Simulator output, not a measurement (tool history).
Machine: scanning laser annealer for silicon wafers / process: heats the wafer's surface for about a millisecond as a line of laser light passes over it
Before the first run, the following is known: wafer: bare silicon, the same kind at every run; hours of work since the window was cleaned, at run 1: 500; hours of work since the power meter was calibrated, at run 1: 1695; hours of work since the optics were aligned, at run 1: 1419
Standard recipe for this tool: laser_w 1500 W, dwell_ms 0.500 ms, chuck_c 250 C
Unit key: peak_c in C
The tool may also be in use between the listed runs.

run,hour,laser_w,dwell_ms,chuck_c,hours of work since the window was cleaned,hours of work since the power meter was calibrated,hours of work since the optics were aligned,peak_c
1,0.0,1500,0.500,250,500,1695,1419,1004
2,63.7,1500,0.500,250,546,1741,1465,1001
# hour 130.3: window over the wafer cleaned
3,133.0,1500,0.500,259,2,1789,1513,1013
4,205.4,1500,0.500,250,54,1841,1565,1003
# hour 220.4: optics aligned, line set to its width
5,256.5,1500,0.500,250,87,1875,26,1005
6,319.8,1500,0.500,250,133,1920,72,1006
7,369.8,1500,0.500,250,169,1956,108,1004
8,425.6,1500,0.500,250,209,1997,148,1005
9,482.8,1631,0.500,250,251,2038,189,1081
10,518.1,1631,0.500,250,276,2063,215,1087
11,582.2,1631,0.500,250,322,2110,261,1083
12,617.5,1302,0.500,250,348,2135,286,887
13,649.6,1500,0.500,227,371,2158,310,979
14,700.4,1500,0.500,243,408,2195,346,997
15,752.2,1500,0.500,243,445,2232,384,996
16,797.2,1500,0.500,243,477,2265,416,997
17,845.8,1500,0.500,250,512,2300,451,1006
18,900.4,1500,0.434,250,552,2339,490,943
# hour 959.9: window over the wafer cleaned
19,969.8,1500,0.434,250,7,2388,539,949
20,1007.0,1500,0.500,250,34,2415,566,1004
21,1074.5,1500,0.500,250,83,2463,615,1001
22,1130.4,1500,0.500,250,123,2504,655,1004
23,1172.3,1365,0.451,254,153,2534,685,887
24,1232.1,1365,0.451,254,196,2577,728,887
25,1272.0,1576,0.571,214,225,2606,757,1077
26,1316.9,1468,0.503,250,257,2638,789,987
27,1374.2,1468,0.503,250,299,2679,831,988
28,1413.0,1318,0.492,250,327,2707,859,888
29,1452.0,1614,0.463,229,355,2735,887,1017
30,1508.3,1614,0.463,216,395,2776,927,1006
31,1571.7,1479,0.500,251,441,2822,973,990
32,1626.4,1437,0.560,252,481,2861,1013,1017
33,1667.4,1437,0.560,264,510,2891,1042,1027
34,1714.9,1336,0.560,265,544,2925,1076,965
35,1751.1,1488,0.500,250,571,2951,1103,996
# hour 1784.6: window over the wafer cleaned
36,1784.6,1500,0.489,238,0,2974,1125,981
37,1834.0,1500,0.489,238,36,3010,1161,980
38,1876.3,1568,0.593,286,66,3040,1191,1167
39,1919.7,1500,0.500,228,97,3071,1223,982
40,1971.3,1500,0.500,228,135,3109,1260,983
41,2036.1,1500,0.500,228,181,3155,1307,980

Hidden state at the last listed run before each entry between runs and at the first one after, where it differs:
Logged between run 2 and run 3: window over the wafer cleaned (hour 130.3)
  light that passes the window, % of a clean one's: 99.84 -> 99.99; width of the line over the set one, %: 0.17 -> 0.18
Logged between run 4 and run 5: optics aligned, line set to its width (hour 220.4)
  light that passes the window, % of a clean one's: 99.98 -> 99.97; width of the line over the set one, %: 0.18 -> 0.01
Logged between run 18 and run 19: window over the wafer cleaned (hour 959.9)
  light that passes the window, % of a clean one's: 99.86 -> 99.97; width of the line over the set one, %: 0.06 -> 0.07
Logged between run 35 and run 36: window over the wafer cleaned (hour 1784.6)
  light that passes the window, % of a clean one's: 99.85 -> 100

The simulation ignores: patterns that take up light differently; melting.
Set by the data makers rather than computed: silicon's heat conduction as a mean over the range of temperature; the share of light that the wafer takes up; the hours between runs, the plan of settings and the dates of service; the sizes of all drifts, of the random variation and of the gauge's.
